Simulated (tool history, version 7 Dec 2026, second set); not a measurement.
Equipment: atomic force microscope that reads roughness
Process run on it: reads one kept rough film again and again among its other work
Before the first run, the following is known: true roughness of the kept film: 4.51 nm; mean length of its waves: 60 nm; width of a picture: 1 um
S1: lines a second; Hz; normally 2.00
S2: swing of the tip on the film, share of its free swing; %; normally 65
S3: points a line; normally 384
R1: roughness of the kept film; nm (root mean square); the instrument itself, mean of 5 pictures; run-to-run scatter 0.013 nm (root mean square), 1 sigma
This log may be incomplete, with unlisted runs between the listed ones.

| run | hour | S1 | S2 | S3 | R1 |
|---|---|---|---|---|---|
| 1 | 0.0 | 2.00 | 65 | 384 | 4.059 |
|  | 7.3 | new tip fitted |
| 2 | 18.2 | 2.00 | 65 | 384 | 4.054 |
| 3 | 38.4 | 2.00 | 65 | 384 | 4.060 |
| 4 | 58.2 | 2.00 | 65 | 384 | 4.066 |
| 5 | 78.3 | 2.00 | 65 | 384 | 4.050 |
| 6 | 94.4 | 2.00 | 65 | 384 | 4.021 |
|  | 99.1 | new tip fitted |
| 7 | 114.3 | 2.00 | 65 | 384 | 4.048 |
| 8 | 133.0 | 2.00 | 64 | 384 | 4.082 |
| 9 | 153.6 | 2.00 | 78 | 384 | 3.763 |
| 10 | 174.1 | 2.00 | 78 | 384 | 3.792 |
|  | 190.3 | new tip fitted |
| 11 | 190.3 | 2.00 | 65 | 422 | 4.049 |
| 12 | 203.2 | 2.00 | 65 | 422 | 4.051 |
| 13 | 215.5 | 2.00 | 65 | 384 | 4.041 |
| 14 | 224.2 | 2.00 | 65 | 384 | 4.023 |
| 15 | 235.6 | 2.00 | 62 | 384 | 4.105 |
| 16 | 253.3 | 2.00 | 77 | 384 | 3.791 |
| 17 | 267.1 | 2.00 | 77 | 384 | 3.802 |
|  | 282.1 | new tip fitted |
| 18 | 282.9 | 2.00 | 77 | 384 | 3.789 |
| 19 | 294.4 | 2.00 | 65 | 452 | 4.057 |
| 20 | 306.0 | 2.00 | 65 | 384 | 4.060 |
| 21 | 315.1 | 2.00 | 65 | 384 | 4.061 |
| 22 | 325.5 | 2.00 | 60 | 384 | 4.140 |
| 23 | 342.7 | 0.75 | 65 | 384 | 4.219 |
| 24 | 353.2 | 0.75 | 65 | 384 | 4.230 |
| 25 | 363.6 | 2.00 | 79 | 384 | 3.744 |
|  | 373.4 | new tip fitted |
| 26 | 374.4 | 2.00 | 79 | 384 | 3.742 |
| 27 | 383.7 | 2.00 | 79 | 384 | 3.757 |
| 28 | 398.0 | 2.00 | 79 | 384 | 3.756 |
| 29 | 407.7 | 2.00 | 79 | 384 | 3.765 |
| 30 | 422.0 | 2.93 | 60 | 267 | 4.006 |
| 31 | 431.5 | 2.93 | 60 | 278 | 4.015 |
| 32 | 447.7 | 2.15 | 90 | 583 | 3.356 |
| 33 | 462.0 | 1.94 | 80 | 573 | 3.734 |
|  | 466.2 | new tip fitted |
| 34 | 477.0 | 1.39 | 71 | 466 | 4.024 |
| 35 | 493.5 | 2.00 | 57 | 696 | 4.191 |
| 36 | 508.4 | 1.79 | 65 | 421 | 4.093 |
| 37 | 523.5 | 3.05 | 65 | 409 | 3.910 |
| 38 | 535.4 | 3.05 | 65 | 409 | 3.918 |
| 39 | 544.4 | 2.00 | 65 | 365 | 4.044 |
| 40 | 552.9 | 3.50 | 82 | 542 | 3.253 |
|  | 558.8 | new tip fitted |
| 41 | 564.7 | 3.50 | 82 | 542 | 3.269 |
| 42 | 576.2 | 3.50 | 82 | 542 | 3.294 |
| 43 | 594.4 | 3.50 | 82 | 542 | 3.286 |
| 44 | 613.5 | 1.60 | 89 | 779 | 3.594 |
| 45 | 629.7 | 1.60 | 89 | 779 | 3.593 |
| 46 | 645.3 | 1.60 | 89 | 779 | 3.619 |
|  | 650.8 | new tip fitted |
| 47 | 659.9 | 3.43 | 65 | 384 | 3.844 |
| 48 | 678.9 | 0.83 | 73 | 261 | 4.140 |
| 49 | 688.8 | 3.00 | 69 | 383 | 3.798 |
| 50 | 703.1 | 3.60 | 78 | 966 | 3.418 |
| 51 | 721.8 | 2.64 | 55 | 384 | 4.146 |
| 52 | 737.7 | 0.71 | 57 | 524 | 4.286 |
|  | 742.2 | new tip fitted |
| 53 | 752.2 | 1.04 | 72 | 524 | 4.109 |

Here are 4 independent what-if runs from the current tool condition. What would each one return?
| A | 767.1 | 2.73 | 72 | 524 | ? |
| B | 767.1 | 0.54 | 82 | 282 | ? |
| C | 767.1 | 1.04 | 72 | 364 | ? |
| D | 767.1 | 0.77 | 88 | 356 | ? |

| run | R1 |
|---|---|
| A | 3.789 |
| B | 4.131 |
| C | 4.109 |
| D | 3.986 |
With no hidden state in the tool, these same runs would have given:
| run | R1 |
|---|---|
| A | 3.790 |
| B | 4.131 |
| C | 4.109 |
| D | 3.986 |
